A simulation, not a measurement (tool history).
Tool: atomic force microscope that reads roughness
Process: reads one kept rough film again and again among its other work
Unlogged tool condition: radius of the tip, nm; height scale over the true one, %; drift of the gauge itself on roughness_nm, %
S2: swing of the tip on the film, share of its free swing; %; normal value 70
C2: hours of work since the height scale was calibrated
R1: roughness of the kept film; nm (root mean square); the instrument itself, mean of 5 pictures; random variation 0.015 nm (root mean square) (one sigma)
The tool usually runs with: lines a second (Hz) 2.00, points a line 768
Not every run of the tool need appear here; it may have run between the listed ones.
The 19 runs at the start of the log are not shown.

run 20 day=8.900 | lines_a_second_(Hz)=1.86 S2=80 points_a_line=412 | pictures_with_this_tip=20 C2=40 | R1=3.180
run 21 day=9.517 | lines_a_second_(Hz)=1.16 S2=80 points_a_line=724 | pictures_with_this_tip=37 C2=47 | R1=3.179
-- day=9.750 height scale calibrated on a step standard, once more
run 22 day=10.200 | lines_a_second_(Hz)=1.16 S2=80 points_a_line=724 | pictures_with_this_tip=54 C2=6 | R1=3.030
run 23 day=10.583 | lines_a_second_(Hz)=1.17 S2=70 points_a_line=733 | pictures_with_this_tip=65 C2=11 | R1=3.006
run 24 day=11.154 | lines_a_second_(Hz)=3.20 S2=59 points_a_line=395 | pictures_with_this_tip=80 C2=18 | R1=2.819
run 25 day=11.550 | lines_a_second_(Hz)=3.20 S2=59 points_a_line=395 | pictures_with_this_tip=91 C2=23 | R1=2.751
run 26 day=12.062 | lines_a_second_(Hz)=1.25 S2=71 points_a_line=393 | pictures_with_this_tip=105 C2=29 | R1=2.683
run 27 day=12.721 | lines_a_second_(Hz)=0.82 S2=61 points_a_line=296 | pictures_with_this_tip=123 C2=38 | R1=2.645
run 28 day=13.271 | lines_a_second_(Hz)=3.05 S2=87 points_a_line=768 | pictures_with_this_tip=138 C2=45 | R1=2.127
run 29 day=13.650 | lines_a_second_(Hz)=3.05 S2=87 points_a_line=768 | pictures_with_this_tip=148 C2=49 | R1=2.104
run 30 day=14.067 | lines_a_second_(Hz)=3.71 S2=88 points_a_line=663 | pictures_with_this_tip=160 C2=55 | R1=1.928
run 31 day=14.538 | lines_a_second_(Hz)=2.47 S2=66 points_a_line=442 | pictures_with_this_tip=173 C2=61 | R1=2.328
run 32 day=14.817 | lines_a_second_(Hz)=2.76 S2=82 points_a_line=756 | pictures_with_this_tip=180 C2=64 | R1=2.097

Alternative continuations, all from the tool just after run 32; predict every row:
run A day=15.462 | lines_a_second_(Hz)=0.89 S2=74 points_a_line=764 | pictures_with_this_tip=198 C2=72 | R1=?
run B day=15.462 | lines_a_second_(Hz)=1.99 S2=68 points_a_line=668 | pictures_with_this_tip=198 C2=72 | R1=?
run C day=15.462 | lines_a_second_(Hz)=1.01 S2=73 points_a_line=756 | pictures_with_this_tip=198 C2=72 | R1=?
run D day=15.462 | lines_a_second_(Hz)=2.76 S2=77 points_a_line=796 | pictures_with_this_tip=198 C2=72 | R1=?
run E day=15.462 | lines_a_second_(Hz)=0.85 S2=62 points_a_line=823 | pictures_with_this_tip=198 C2=72 | R1=?

run=A R1=2.293
run=B R1=2.233
run=C R1=2.262
run=D R1=2.090
run=E R1=2.340
With no hidden state in the tool, these same runs would have given:
run=A R1=3.702
run=B R1=3.603
run=C R1=3.655
run=D R1=3.377
run=E R1=3.778
